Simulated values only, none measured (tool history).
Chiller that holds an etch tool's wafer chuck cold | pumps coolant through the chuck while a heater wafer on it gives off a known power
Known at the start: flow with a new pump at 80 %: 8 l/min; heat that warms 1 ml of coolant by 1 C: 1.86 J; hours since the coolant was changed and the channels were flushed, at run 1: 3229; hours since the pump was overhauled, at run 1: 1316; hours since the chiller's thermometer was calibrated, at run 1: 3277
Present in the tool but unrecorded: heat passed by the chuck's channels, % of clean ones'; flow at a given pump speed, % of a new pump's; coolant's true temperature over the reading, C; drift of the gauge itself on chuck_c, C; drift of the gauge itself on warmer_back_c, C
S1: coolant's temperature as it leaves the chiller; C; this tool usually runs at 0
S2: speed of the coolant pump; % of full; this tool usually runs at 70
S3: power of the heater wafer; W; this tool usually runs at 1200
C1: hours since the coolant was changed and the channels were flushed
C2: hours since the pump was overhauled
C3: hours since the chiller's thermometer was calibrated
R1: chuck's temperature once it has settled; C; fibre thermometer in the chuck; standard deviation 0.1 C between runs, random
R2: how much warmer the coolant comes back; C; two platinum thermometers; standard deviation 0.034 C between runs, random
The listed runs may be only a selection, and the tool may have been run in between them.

run 1 day=0 | S1=0 S2=70 S3=1200 | C1=3229 C2=1316 C3=3277 | R1=18.1 R2=5.65
run 2 day=0.775 | S1=0 S2=70 S3=1200 | C1=3247 C2=1335 C3=3295 | R1=18 R2=5.67
run 3 day=2.092 | S1=0 S2=70 S3=1200 | C1=3279 C2=1367 C3=3327 | R1=18.1 R2=5.77
run 4 day=3.121 | S1=0 S2=70 S3=1200 | C1=3304 C2=1391 C3=3351 | R1=18.1 R2=5.75
run 5 day=4.379 | S1=0 S2=70 S3=1200 | C1=3334 C2=1421 C3=3382 | R1=18.3 R2=5.76
run 6 day=5.162 | S1=10 S2=70 S3=1200 | C1=3353 C2=1440 C3=3401 | R1=28.2 R2=5.68
run 7 day=6.554 | S1=0 S2=70 S3=1200 | C1=3386 C2=1474 C3=3434 | R1=18.2 R2=5.72
run 8 day=7.358 | S1=0 S2=70 S3=1200 | C1=3405 C2=1493 C3=3453 | R1=18.3 R2=5.76
run 9 day=8.325 | S1=0 S2=70 S3=1248 | C1=3428 C2=1516 C3=3476 | R1=19.2 R2=5.92
run 10 day=9.046 | S1=0 S2=70 S3=1248 | C1=3446 C2=1533 C3=3494 | R1=19.1 R2=5.96
run 11 day=10.538 | S1=0 S2=70 S3=1248 | C1=3482 C2=1569 C3=3529 | R1=19.3 R2=6.04
run 12 day=11.258 | S1=0 S2=70 S3=1248 | C1=3499 C2=1587 C3=3547 | R1=19.1 R2=5.96
run 13 day=12.046 | S1=0 S2=70 S3=1248 | C1=3518 C2=1606 C3=3566 | R1=19.1 R2=6
run 14 day=13.504 | S1=0 S2=70 S3=1248 | C1=3553 C2=1640 C3=3601 | R1=19.2 R2=5.95
run 15 day=14.529 | S1=0 S2=87 S3=1200 | C1=3577 C2=1665 C3=3625 | R1=16.6 R2=4.62
run 16 day=15.571 | S1=-1 S2=87 S3=1200 | C1=3602 C2=1690 C3=3650 | R1=15.6 R2=4.59
run 17 day=16.571 | S1=6 S2=87 S3=840 | C1=3626 C2=1714 C3=3674 | R1=17.8 R2=3.25
run 18 day=17.2 | S1=4 S2=87 S3=840 | C1=3642 C2=1729 C3=3689 | R1=15.8 R2=3.31
run 19 day=18.621 | S1=4 S2=87 S3=840 | C1=3676 C2=1763 C3=3724 | R1=15.7 R2=3.22
run 20 day=19.583 | S1=2 S2=66 S3=1572 | C1=3699 C2=1786 C3=3747 | R1=27 R2=7.97
-- day=19.929 coolant pump overhauled
run 21 day=20.579 | S1=-4 S2=83 S3=678 | C1=3718 C2=16 C3=3766 | R1=5.9 R2=2.75
run 22 day=21.929 | S1=-4 S2=83 S3=678 | C1=3750 C2=48 C3=3798 | R1=6.1 R2=2.81
-- day=22.712 coolant pump overhauled, once more
run 23 day=22.788 | S1=-3 S2=70 S3=1253 | C1=3766 C2=2 C3=3814 | R1=15.9 R2=5.76
run 24 day=23.533 | S1=-8 S2=72 S3=1200 | C1=3784 C2=20 C3=3831 | R1=10 R2=5.32
run 25 day=24.442 | S1=9 S2=98 S3=893 | C1=3805 C2=42 C3=3853 | R1=20.7 R2=2.93
run 26 day=25.838 | S1=9 S2=98 S3=893 | C1=3839 C2=75 C3=3887 | R1=20.7 R2=2.94
run 27 day=27.092 | S1=5 S2=74 S3=1317 | C1=3869 C2=105 C3=3917 | R1=24.6 R2=5.72
run 28 day=27.796 | S1=5 S2=74 S3=1317 | C1=3886 C2=122 C3=3934 | R1=24.4 R2=5.73
run 29 day=29.183 | S1=-7 S2=74 S3=1361 | C1=3919 C2=155 C3=3967 | R1=13.1 R2=5.89
run 30 day=30.658 | S1=-10 S2=70 S3=1200 | C1=3955 C2=191 C3=4002 | R1=8.3 R2=5.55
run 31 day=31.879 | S1=-10 S2=71 S3=663 | C1=3984 C2=220 C3=4032 | R1=0.3 R2=2.99

Below are 4 alternative next runs, each starting from the tool's condition after run 31. Predict each:
run A day=33.075 | S1=10 S2=100 S3=825 | C1=4013 C2=249 C3=4060 | R1=? R2=?
run B day=33.075 | S1=0 S2=70 S3=1270 | C1=4013 C2=249 C3=4060 | R1=? R2=?
run C day=33.075 | S1=-2 S2=70 S3=1126 | C1=4013 C2=249 C3=4060 | R1=? R2=?
run D day=33.075 | S1=9 S2=88 S3=1200 | C1=4013 C2=249 C3=4060 | R1=? R2=?

run=A R1=21 R2=2.71
run=B R1=19.4 R2=5.84
run=C R1=15.6 R2=5.19
run=D R1=25.5 R2=4.5
What these runs would have given with no unlogged condition in the tool:
run=A R1=18.9 R2=2.7
run=B R1=16.2 R2=5.82
run=C R1=12.7 R2=5.18
run=D R1=22.6 R2=4.48
